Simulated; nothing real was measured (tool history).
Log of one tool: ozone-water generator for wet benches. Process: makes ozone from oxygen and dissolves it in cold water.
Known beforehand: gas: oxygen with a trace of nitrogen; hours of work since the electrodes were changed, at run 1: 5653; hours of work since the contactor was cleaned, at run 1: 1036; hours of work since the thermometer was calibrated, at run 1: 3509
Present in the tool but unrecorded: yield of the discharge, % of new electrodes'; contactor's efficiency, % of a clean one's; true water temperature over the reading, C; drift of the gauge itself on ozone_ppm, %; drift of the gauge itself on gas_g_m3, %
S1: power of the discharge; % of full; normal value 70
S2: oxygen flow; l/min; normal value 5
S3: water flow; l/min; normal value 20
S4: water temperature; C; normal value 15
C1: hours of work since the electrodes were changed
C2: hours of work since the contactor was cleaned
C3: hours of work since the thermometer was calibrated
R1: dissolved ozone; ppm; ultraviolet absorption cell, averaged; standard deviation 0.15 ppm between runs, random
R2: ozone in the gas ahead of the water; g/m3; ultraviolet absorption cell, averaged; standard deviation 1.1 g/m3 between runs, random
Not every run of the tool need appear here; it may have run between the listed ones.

run    hour   S1    S2  S3  S4    C1    C2    C3    R1     R2
  1       0   70     5  20  15  5653  1036  3509  14.4  149.4
  2   121.2   70     5  20  15  5762  1146  3618  14.3  150.2
  3   223.4   70     5  20  15  5854  1238  3710  14.2  150.8
  4     334   70     5  20  20  5954  1337  3810  13.3  147.9
  5   517.3   70     5  20  20  6119  1503  3975    13  146.9
  6   650.6   70     5  20  15  6239  1623  4095  13.6  146.9
  7   760.4   70     5  20  12  6338  1722  4194  14.2    146
  8   849.2   70  2.55  20  15  6418  1802  4274  12.7  210.5
  9  1032.9   70  2.55  20  15  6584  1968  4440  12.6  212.4
 10  1193.8   70     5  19  15  6729  2113  4585  13.9  144.1
 11  1354.5   88  6.91  19  15  6874  2258  4730  14.8  129.1
 12  1453.3   62  6.91  19  17  6963  2347  4819  12.4  111.6
 13  1581.4   70  6.01  20  19  7079  2462  4935  12.2    127
     1680.6  -- water thermometer calibrated
 14  1738.3   70  5.27  20  11  7220  2603    52  13.5  134.8
     1755.5  -- contactor cleaned
 15  1910.2   94  6.92  20  21  7371   140   203  12.8  128.9
 16    2096   85  7.17  20  15  7538   307   371  13.3  120.4
 17  2210.2   85  7.17  20  15  7641   410   474  13.2  119.3
     2266.8  -- contactor cleaned, once more
 18  2354.4  100  4.82  14  16  7768    79   600  19.8  158.7
 19    2501   70  6.57  25   8  7900   211   733  11.6  116.5
 20  2588.5   70     5  22  15  7979   290   811  11.7  134.3

Here are 4 independent what-if runs from the current tool condition. What would each one return?
     2671.3  -- electrodes of the discharge changed
  A  2763.6  94     5  20  12  83  443  964   ?   ?
     2671.3  -- electrodes of the discharge changed
  B  2763.6  90  5.11  20  17  83  443  964   ?   ?
     2671.3  -- electrodes of the discharge changed
  C  2763.6  70     5  14  15  83  443  964   ?   ?
     2671.3  -- electrodes of the discharge changed
  D  2763.6  99  5.19  22   8  83  443  964   ?   ?

run    R1     R2
  A  21.5  218.5
  B  19.9  210.2
  C  23.9  187.1
  D  21.1    218
Without the tool's unlogged condition, the same runs would have read:
run    R1     R2
  A  21.6  217.7
  B    20  209.4
  C    24  186.5
  D  21.2  217.2
